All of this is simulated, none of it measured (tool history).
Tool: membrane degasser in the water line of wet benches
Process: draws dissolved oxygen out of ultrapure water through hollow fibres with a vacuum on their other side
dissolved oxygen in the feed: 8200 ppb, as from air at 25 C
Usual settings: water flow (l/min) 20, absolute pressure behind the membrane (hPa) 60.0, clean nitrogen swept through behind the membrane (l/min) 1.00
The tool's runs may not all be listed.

run	hour	water flow (l/min)	absolute pressure behind the membrane (hPa)	clean nitrogen swept through behind the membrane (l/min)	dissolved oxygen in the water behind the degasser (ppb)	pressure that the water loses in the fibres (hPa)
1	0.0	20	60.0	1.00	239.7	348.6
2	59.3	20	62.0	1.00	249.0	349.5
3	172.8	20	62.0	1.00	249.5	351.5
4	296.5	20	60.0	1.00	243.7	349.2
5	375.0	20	55.7	1.00	225.0	350.7
6	430.3	20	55.7	1.00	224.9	356.1
7	482.8	20	60.0	1.00	242.4	351.4
8	545.8	20	72.6	1.00	297.6	353.7
9	596.6	20	72.6	1.00	303.3	350.9
10	683.2	15	72.6	1.00	206.2	264.3
11	778.6	15	72.6	1.00	208.5	262.0
12	865.2	15	72.6	1.00	212.9	268.6
13	962.6	15	72.6	1.00	211.9	263.8
14	1049.8	15	72.6	1.00	209.3	264.7
# hour 1090.7: seals of the vacuum lines changed
15	1135.7	15	72.6	1.00	209.6	264.4
16	1223.2	15	72.6	1.00	211.3	266.3
17	1307.9	15	72.6	1.00	212.1	269.5
18	1390.2	20	42.9	1.00	185.3	355.6
19	1499.6	20	42.9	1.00	182.3	358.1
20	1569.2	13	41.0	0.56	118.7	231.4
21	1637.9	13	41.0	0.56	120.3	232.9
22	1722.4	13	41.0	0.56	123.2	233.2
23	1811.5	17	61.3	0.96	216.3	303.5
24	1886.4	16	48.3	0.76	174.4	290.4
25	1982.2	28	126.2	1.00	761.7	504.0
26	2098.0	28	126.2	1.00	758.7	509.0
27	2205.1	17	122.3	0.75	532.9	308.2
# hour 2213.6: vacuum gauge calibrated
28	2286.0	20	92.2	0.59	499.6	362.2
29	2349.8	30	60.0	1.81	347.6	540.9
30	2443.5	30	60.0	1.81	343.8	542.6
31	2498.2	16	60.0	2.57	109.3	291.2

Hidden state or all else? Some run-to-run changes of dissolved oxygen in the water behind the degasser (ppb), split into what the settings, what came in and random variation would give without the hidden state, and what is left for the hidden state (with any gauge scatter that isn't in both results):
The hidden state here: membrane still open, %; true pressure behind the membrane over the reading, kPa; air that leaks in behind the membrane, l/min; drift of the gauge itself on oxygen_ppb, %; drift of the gauge itself on loss_of_pressure_kpa, %.
Run 24 -> 25: water flow (l/min) 16 -> 28, absolute pressure behind the membrane (hPa) 48.3 -> 126.2, clean nitrogen swept through behind the membrane (l/min) 0.76 -> 1.00. dissolved oxygen in the water behind the degasser (ppb) +587.3: hidden state +26.6, all else +560.7.
Run 26 -> 27: water flow (l/min) 28 -> 17, absolute pressure behind the membrane (hPa) 126.2 -> 122.3, clean nitrogen swept through behind the membrane (l/min) 1.00 -> 0.75. dissolved oxygen in the water behind the degasser (ppb) -225.8: hidden state -23.7, all else -202.1.
Run 27 -> 28: water flow (l/min) 17 -> 20, absolute pressure behind the membrane (hPa) 122.3 -> 92.2, clean nitrogen swept through behind the membrane (l/min) 0.75 -> 0.59, vacuum gauge calibrated. dissolved oxygen in the water behind the degasser (ppb) -33.3: hidden state -33.1, all else -0.2.
Run 30 -> 31: water flow (l/min) 30 -> 16, clean nitrogen swept through behind the membrane (l/min) 1.81 -> 2.57. dissolved oxygen in the water behind the degasser (ppb) -234.5: hidden state -30.9, all else -203.6.
